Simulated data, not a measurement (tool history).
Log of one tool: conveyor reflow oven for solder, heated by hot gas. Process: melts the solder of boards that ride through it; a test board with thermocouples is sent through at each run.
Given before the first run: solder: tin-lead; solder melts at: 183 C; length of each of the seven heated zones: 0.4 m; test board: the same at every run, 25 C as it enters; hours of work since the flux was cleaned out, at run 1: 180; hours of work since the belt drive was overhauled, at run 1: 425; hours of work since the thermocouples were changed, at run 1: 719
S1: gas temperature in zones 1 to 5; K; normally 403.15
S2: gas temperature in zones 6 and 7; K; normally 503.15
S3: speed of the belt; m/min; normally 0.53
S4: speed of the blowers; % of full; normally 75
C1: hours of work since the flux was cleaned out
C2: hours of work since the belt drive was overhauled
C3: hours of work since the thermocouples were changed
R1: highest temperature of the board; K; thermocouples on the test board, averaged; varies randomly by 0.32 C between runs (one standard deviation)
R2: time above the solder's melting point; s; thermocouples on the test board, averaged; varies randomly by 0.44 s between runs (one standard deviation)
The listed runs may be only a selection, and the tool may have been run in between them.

{"run": 1, "hour": 0.0, "S1": 403.15, "S2": 503.15, "S3": 0.53, "S4": 75, "C1": 180, "C2": 425, "C3": 719, "R1": 486.15, "R2": 61.6}
{"run": 2, "hour": 21.7, "S1": 403.15, "S2": 503.15, "S3": 0.53, "S4": 75, "C1": 190, "C2": 435, "C3": 728, "R1": 486.85, "R2": 61.5}
{"run": 3, "hour": 50.2, "S1": 403.15, "S2": 503.15, "S3": 0.53, "S4": 75, "C1": 202, "C2": 447, "C3": 741, "R1": 486.25, "R2": 61.1}
{"run": 4, "hour": 82.1, "S1": 403.15, "S2": 503.15, "S3": 0.53, "S4": 63, "C1": 216, "C2": 461, "C3": 755, "R1": 483.15, "R2": 55.9}
{"run": 5, "hour": 107.5, "S1": 403.15, "S2": 503.15, "S3": 0.53, "S4": 63, "C1": 227, "C2": 472, "C3": 766, "R1": 482.65, "R2": 56}
{"run": 6, "hour": 137.0, "S1": 403.15, "S2": 503.15, "S3": 0.53, "S4": 63, "C1": 240, "C2": 485, "C3": 779, "R1": 482.75, "R2": 56.3}
{"run": 7, "hour": 153.4, "S1": 403.15, "S2": 503.15, "S3": 0.53, "S4": 75, "C1": 247, "C2": 492, "C3": 786, "R1": 486.65, "R2": 61.8}
{"run": 8, "hour": 182.1, "S1": 403.15, "S2": 503.15, "S3": 0.568, "S4": 75, "C1": 260, "C2": 505, "C3": 798, "R1": 483.85, "R2": 53.5}
{"run": 9, "hour": 210.8, "S1": 417.15, "S2": 503.15, "S3": 0.53, "S4": 75, "C1": 273, "C2": 518, "C3": 811, "R1": 488.25, "R2": 69.7}
{"run": 10, "hour": 226.0, "S1": 403.15, "S2": 512.15, "S3": 0.53, "S4": 75, "C1": 279, "C2": 524, "C3": 818, "R1": 494.15, "R2": 68.3}
{"run": 11, "hour": 249.8, "S1": 403.15, "S2": 512.15, "S3": 0.53, "S4": 52, "C1": 290, "C2": 535, "C3": 828, "R1": 485.05, "R2": 57.9}
{"run": 12, "hour": 285.0, "S1": 403.15, "S2": 512.15, "S3": 0.53, "S4": 52, "C1": 305, "C2": 550, "C3": 843, "R1": 485.45, "R2": 59.4}
{"run": 13, "hour": 309.8, "S1": 414.15, "S2": 512.15, "S3": 0.53, "S4": 52, "C1": 316, "C2": 561, "C3": 854, "R1": 488.35, "R2": 67.3}
{"run": 14, "hour": 337.8, "S1": 414.15, "S2": 512.15, "S3": 0.53, "S4": 52, "C1": 328, "C2": 573, "C3": 866, "R1": 488.45, "R2": 66.7}
{"run": 15, "hour": 367.0, "S1": 414.15, "S2": 512.15, "S3": 0.53, "S4": 52, "C1": 341, "C2": 586, "C3": 879, "R1": 487.75, "R2": 66.6}
{"run": 16, "hour": 384.0, "S1": 414.15, "S2": 512.15, "S3": 0.53, "S4": 52, "C1": 348, "C2": 593, "C3": 887, "R1": 488.25, "R2": 65.6}
{"run": 17, "hour": 402.1, "S1": 403.15, "S2": 517.15, "S3": 0.495, "S4": 64, "C1": 356, "C2": 601, "C3": 895, "R1": 497.35, "R2": 75.9}
{"hour": 409.2, "done": "flux residue cleaned out of gas plates and filters"}
{"run": 18, "hour": 421.4, "S1": 392.15, "S2": 496.15, "S3": 0.551, "S4": 57, "C1": 5, "C2": 607, "C3": 901, "R1": 467.25, "R2": 25.9}
{"run": 19, "hour": 454.9, "S1": 407.15, "S2": 496.15, "S3": 0.429, "S4": 65, "C1": 20, "C2": 622, "C3": 916, "R1": 482.65, "R2": 72.6}
{"run": 20, "hour": 471.8, "S1": 407.15, "S2": 496.15, "S3": 0.429, "S4": 65, "C1": 27, "C2": 630, "C3": 923, "R1": 482.45, "R2": 73.5}
{"run": 21, "hour": 499.1, "S1": 416.15, "S2": 503.15, "S3": 0.531, "S4": 75, "C1": 39, "C2": 641, "C3": 935, "R1": 485.95, "R2": 65}
{"run": 22, "hour": 518.4, "S1": 416.15, "S2": 503.15, "S3": 0.531, "S4": 75, "C1": 48, "C2": 650, "C3": 943, "R1": 485.55, "R2": 65.3}
{"run": 23, "hour": 543.5, "S1": 403.15, "S2": 499.15, "S3": 0.475, "S4": 75, "C1": 59, "C2": 661, "C3": 954, "R1": 483.05, "R2": 64.5}
{"run": 24, "hour": 574.0, "S1": 403.15, "S2": 499.15, "S3": 0.559, "S4": 75, "C1": 72, "C2": 674, "C3": 968, "R1": 477.25, "R2": 45.6}
{"run": 25, "hour": 597.7, "S1": 408.15, "S2": 497.15, "S3": 0.559, "S4": 75, "C1": 82, "C2": 685, "C3": 978, "R1": 476.45, "R2": 46.8}
{"hour": 611.4, "done": "flux residue cleaned out of gas plates and filters, once more"}
{"run": 26, "hour": 625.4, "S1": 410.15, "S2": 497.15, "S3": 0.632, "S4": 53, "C1": 6, "C2": 695, "C3": 988, "R1": 470.25, "R2": 32.1}
{"run": 27, "hour": 658.4, "S1": 410.15, "S2": 497.15, "S3": 0.632, "S4": 53, "C1": 21, "C2": 709, "C3": 1002, "R1": 470.55, "R2": 31.9}
{"hour": 692.7, "done": "thermocouples of zones 6 and 7 changed"}
{"run": 28, "hour": 695.8, "S1": 417.15, "S2": 499.15, "S3": 0.632, "S4": 53, "C1": 36, "C2": 724, "C3": 1, "R1": 472.45, "R2": 36.6}
{"run": 29, "hour": 726.5, "S1": 403.15, "S2": 503.15, "S3": 0.505, "S4": 75, "C1": 49, "C2": 738, "C3": 15, "R1": 488.15, "R2": 67.3}

Run 30 is up next; what results do you expect?
{"run": 30, "hour": 746.5, "S1": 403.15, "S2": 503.15, "S3": 0.427, "S4": 51, "C1": 58, "C2": 747, "C3": 24, "R1": "?", "R2": "?"}

{"run 30": {"R1": 485.45, "R2": 75.7}}
The same run, on a tool lacking any hidden state, would have yielded R1 485.55 K, R2 74.4 s.
